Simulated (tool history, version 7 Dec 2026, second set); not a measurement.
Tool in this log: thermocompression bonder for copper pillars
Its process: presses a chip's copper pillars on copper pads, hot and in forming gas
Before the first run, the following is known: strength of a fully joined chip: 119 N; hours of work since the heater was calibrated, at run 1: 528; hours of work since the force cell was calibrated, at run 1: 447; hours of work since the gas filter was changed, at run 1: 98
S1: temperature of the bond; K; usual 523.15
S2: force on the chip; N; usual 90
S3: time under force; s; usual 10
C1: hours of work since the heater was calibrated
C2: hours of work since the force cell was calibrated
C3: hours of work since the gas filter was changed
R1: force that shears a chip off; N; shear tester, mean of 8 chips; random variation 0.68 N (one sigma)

run,day,S1,S2,S3,C1,C2,C3,R1
1,0.000,523.15,90,10,528,447,98,46.3
# day 0.683: forming gas filter changed
2,1.708,523.15,90,10,560,479,19,46.4
3,4.129,523.15,90,10,605,525,65,44.5
4,6.017,523.15,90,10,641,560,100,46.4
# day 6.550: forming gas filter changed
5,10.033,523.15,90,9,716,635,66,45.2
# day 12.433: forming gas filter changed
6,12.433,523.15,90,20,760,680,0,60.1
7,16.438,523.15,90,20,836,755,75,59.6
# day 18.279: forming gas filter changed
8,18.279,523.15,90,10,870,789,0,45.7
# day 18.858: heater calibrated with a thermocouple chip
9,22.125,523.15,90,10,61,860,71,46.4
# day 24.121: forming gas filter changed
10,24.408,503.15,90,10,104,902,5,33.7
# day 25.592: force cell calibrated
11,26.450,503.15,90,10,141,16,43,33.1
12,28.992,523.15,90,10,189,64,90,46.4
# day 29.996: forming gas filter changed
13,32.350,523.15,90,10,251,127,44,46.6
# day 35.796: forming gas filter changed
14,35.796,523.15,90,10,316,191,0,46.2
15,38.871,523.15,70,8,374,249,58,37.4
# day 41.554: forming gas filter changed
16,42.300,523.15,70,22,438,313,14,54.1
17,46.050,523.15,70,22,508,383,84,55.0
# day 47.312: forming gas filter changed
18,48.192,549.15,69,11,548,423,16,59.6
19,51.675,552.15,109,23,613,488,82,91.1
# day 53.254: forming gas filter changed
20,53.862,531.15,90,10,654,529,11,51.8
21,57.462,551.15,90,10,722,597,79,69.4
# day 59.017: forming gas filter changed
22,60.154,523.15,96,30,772,647,21,70.4
23,64.071,539.15,95,16,845,721,95,70.0

Predict each of these 5 candidate next runs independently; none follows another, all start after run 23:
# day 65.033: forming gas filter changed
# day 66.012: heater calibrated with a thermocouple chip
A,67.967,505.15,104,11,37,792,54,?
# day 65.033: forming gas filter changed
# day 66.012: heater calibrated with a thermocouple chip
B,67.967,503.15,66,16,37,792,54,?
# day 65.033: forming gas filter changed
# day 66.012: heater calibrated with a thermocouple chip
C,67.967,495.15,58,20,37,792,54,?
# day 65.033: forming gas filter changed
# day 66.012: heater calibrated with a thermocouple chip
D,67.967,528.15,93,11,37,792,54,?
# day 65.033: forming gas filter changed
# day 66.012: heater calibrated with a thermocouple chip
E,67.967,546.15,95,30,37,792,54,?

run,R1
A,38.4
B,35.1
C,30.1
D,53.6
E,88.2
Take away the tool's hidden state, keep each run's random variation, and the runs would have read:
run,R1
A,38.4
B,35.1
C,30.1
D,53.7
E,88.3

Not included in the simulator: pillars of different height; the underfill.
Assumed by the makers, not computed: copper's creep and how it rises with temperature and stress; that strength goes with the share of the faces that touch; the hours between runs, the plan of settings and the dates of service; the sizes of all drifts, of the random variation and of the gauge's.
